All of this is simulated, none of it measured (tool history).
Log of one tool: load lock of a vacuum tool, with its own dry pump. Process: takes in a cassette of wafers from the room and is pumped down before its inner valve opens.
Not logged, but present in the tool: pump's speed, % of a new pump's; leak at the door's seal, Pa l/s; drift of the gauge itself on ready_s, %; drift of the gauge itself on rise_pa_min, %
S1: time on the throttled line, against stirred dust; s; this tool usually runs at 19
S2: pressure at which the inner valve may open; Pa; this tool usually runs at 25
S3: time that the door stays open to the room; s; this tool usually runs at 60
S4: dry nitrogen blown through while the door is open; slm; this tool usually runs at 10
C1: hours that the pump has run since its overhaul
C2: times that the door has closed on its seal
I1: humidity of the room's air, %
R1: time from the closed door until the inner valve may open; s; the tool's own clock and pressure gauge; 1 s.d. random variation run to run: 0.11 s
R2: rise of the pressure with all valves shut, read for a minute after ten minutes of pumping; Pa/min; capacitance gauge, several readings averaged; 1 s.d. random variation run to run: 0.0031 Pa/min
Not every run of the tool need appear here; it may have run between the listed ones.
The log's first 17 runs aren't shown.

run    hour  S1  S2   S3  S4    C1    C2    I1    R1     R2
 18  1250.6  19  26   60  10  3059  4949    46  27.6  0.082
 19  1349.9  19  26   60  10  3159  5145  43.7  27.6  0.078
 20    1423  19  26   60  10  3232  5290  44.5  27.6  0.081
 21  1501.8  15  29  210   8  3311  5446  43.9  24.2  0.115
 22  1561.3  24  32   60  10  3370  5564  44.2  31.4   0.08
 23    1641  24  32   60  10  3450  5721  43.9  31.3  0.081
 24  1739.3  28  32  176  10  3548  5916    41  34.8  0.106
 25  1811.7  19  46  158  14  3621  6059  42.5  26.8  0.097
 26  1866.1  19  46  158  14  3675  6167  47.5  26.9  0.103
 27  1962.8  16  27  200   6  3772  6358  45.8  25.1  0.125
 28  2052.4  19  25   60   9  3861  6535  41.8  27.8  0.082
 29  2123.9  19  25   60   9  3933  6677    44  27.8  0.086
 30    2174  19  25   60   9  3983  6776  44.8  27.7  0.087
 31  2225.6  19  45   60  10  4034  6878    47  27.1  0.087
 32  2321.5  10  35   56   6  4130  7068  43.1    20  0.088
 33  2393.5  20  40   60   5  4202  7211  44.9  27.9    0.1
 34  2488.7  20  40  214   7  4298  7399  48.2    28  0.138
 35  2538.1  14  50  133  11  4347  7497  41.6  22.8    0.1
 36  2633.8  36  21  186  32  4443  7686  43.1    42  0.088

4 options for the next run, each taken on its own from the tool as it stands now. Forecast them:
  A  2737.7  36  21  227   5  4547  7892  47.3   ?   ?
  B  2737.7  23  43   60   4  4547  7892  44.2   ?   ?
  C  2737.7  36  20  186  23  4547  7892  46.1   ?   ?
  D  2737.7  19  50   60   5  4547  7892  45.5   ?   ?

run    R1     R2
  A  41.9  0.145
  B  30.5  0.101
  C  41.9  0.108
  D  26.8  0.102
Take away the tool's hidden state, keep each run's random variation, and the runs would have read:
run    R1     R2
  A  41.7  0.112
  B  30.2  0.068
  C  41.7  0.075
  D  26.5   0.07

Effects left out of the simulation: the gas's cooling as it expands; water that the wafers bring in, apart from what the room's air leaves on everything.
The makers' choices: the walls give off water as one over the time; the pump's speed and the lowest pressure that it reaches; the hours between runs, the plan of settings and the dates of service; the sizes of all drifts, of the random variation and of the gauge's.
